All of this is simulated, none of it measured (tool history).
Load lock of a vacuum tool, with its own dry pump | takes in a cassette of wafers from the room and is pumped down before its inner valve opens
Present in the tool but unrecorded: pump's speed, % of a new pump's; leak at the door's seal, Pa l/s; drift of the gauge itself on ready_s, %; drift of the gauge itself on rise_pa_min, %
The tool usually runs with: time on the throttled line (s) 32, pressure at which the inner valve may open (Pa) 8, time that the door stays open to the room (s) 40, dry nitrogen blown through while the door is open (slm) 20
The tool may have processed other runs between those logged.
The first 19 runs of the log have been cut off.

| run | hour | time on the throttled line (s) | pressure at which the inner valve may open (Pa) | time that the door stays open to the room (s) | dry nitrogen blown through while the door is open (slm) | hours that the pump has run since its overhaul | times that the door has closed on its seal | incoming humidity of the room's air, % | time from the closed door until the inner valve may open (s) | rise of the pressure with all valves shut (Pa/min) |
|---|---|---|---|---|---|---|---|---|---|---|
| 20 | 2723.4 | 20 | 6 | 40 | 20 | 10537 | 21308 | 40.4 | 48.7 | 0.083 |
| 21 | 2837.7 | 20 | 10 | 36 | 31 | 10651 | 21706 | 46.8 | 47.2 | 0.077 |
| 22 | 2931.7 | 20 | 7 | 36 | 31 | 10745 | 22034 | 50.4 | 48.0 | 0.078 |
| 23 | 3066.1 | 21 | 8 | 40 | 30 | 10879 | 22502 | 46.2 | 48.5 | 0.081 |
| 24 | 3178.8 | 33 | 10 | 48 | 9 | 10992 | 22895 | 44.1 | 56.5 | 0.104 |
| 25 | 3303.2 | 33 | 10 | 81 | 9 | 11116 | 23328 | 47.6 | 56.6 | 0.132 |
| 26 | 3396.5 | 33 | 10 | 81 | 9 | 11210 | 23654 | 46.8 | 56.6 | 0.129 |
| 27 | 3516.6 | 33 | 10 | 81 | 9 | 11330 | 24072 | 41.9 | 56.4 | 0.126 |
| 28 | 3693.3 | 33 | 10 | 81 | 9 | 11506 | 24688 | 43.4 | 56.9 | 0.132 |
| 29 | 3803.0 | 33 | 10 | 81 | 9 | 11616 | 25070 | 45.2 | 56.9 | 0.138 |
| 30 | 3954.8 | 44 | 7 | 52 | 14 | 11768 | 25599 | 44.6 | 65.7 | 0.106 |
| 31 | 4070.4 | 44 | 7 | 52 | 14 | 11884 | 26002 | 43.7 | 66.5 | 0.114 |
| 32 | 4175.0 | 32 | 8 | 123 | 6 | 11988 | 26366 | 46.5 | 56.8 | 0.175 |
| 33 | 4297.7 | 20 | 8 | 74 | 6 | 12111 | 26794 | 49.2 | 47.6 | 0.151 |
| 34 | 4448.2 | 29 | 9 | 40 | 20 | 12261 | 27318 | 41.7 | 54.1 | 0.113 |
| 35 | 4576.8 | 55 | 8 | 40 | 6 | 12390 | 27766 | 45.5 | 74.4 | 0.123 |
| 36 | 4719.8 | 27 | 9 | 38 | 41 | 12533 | 28265 | 45.2 | 52.9 | 0.098 |
| 37 | 4922.9 | 57 | 12 | 177 | 35 | 12736 | 28972 | 45.0 | 74.1 | 0.151 |
| 38 | 5099.7 | 57 | 12 | 177 | 35 | 12913 | 29589 | 43.9 | 73.9 | 0.155 |

Branching from run 38: 3 alternative next runs. What would each branch give?
| A | 5289.1 | 39 | 8 | 40 | 21 | 13102 | 30249 | 42.0 | ? | ? |
| B | 5289.1 | 23 | 7 | 58 | 20 | 13102 | 30249 | 46.8 | ? | ? |
| C | 5289.1 | 32 | 8 | 59 | 40 | 13102 | 30249 | 46.6 | ? | ? |

| run | time from the closed door until the inner valve may open (s) | rise of the pressure with all valves shut (Pa/min) |
|---|---|---|
| A | 62.3 | 0.123 |
| B | 51.0 | 0.121 |
| C | 56.9 | 0.120 |
Without the tool's unlogged condition, the same runs would have read:
| run | time from the closed door until the inner valve may open (s) | rise of the pressure with all valves shut (Pa/min) |
|---|---|---|
| A | 61.0 | 0.034 |
| B | 49.5 | 0.033 |
| C | 55.5 | 0.031 |

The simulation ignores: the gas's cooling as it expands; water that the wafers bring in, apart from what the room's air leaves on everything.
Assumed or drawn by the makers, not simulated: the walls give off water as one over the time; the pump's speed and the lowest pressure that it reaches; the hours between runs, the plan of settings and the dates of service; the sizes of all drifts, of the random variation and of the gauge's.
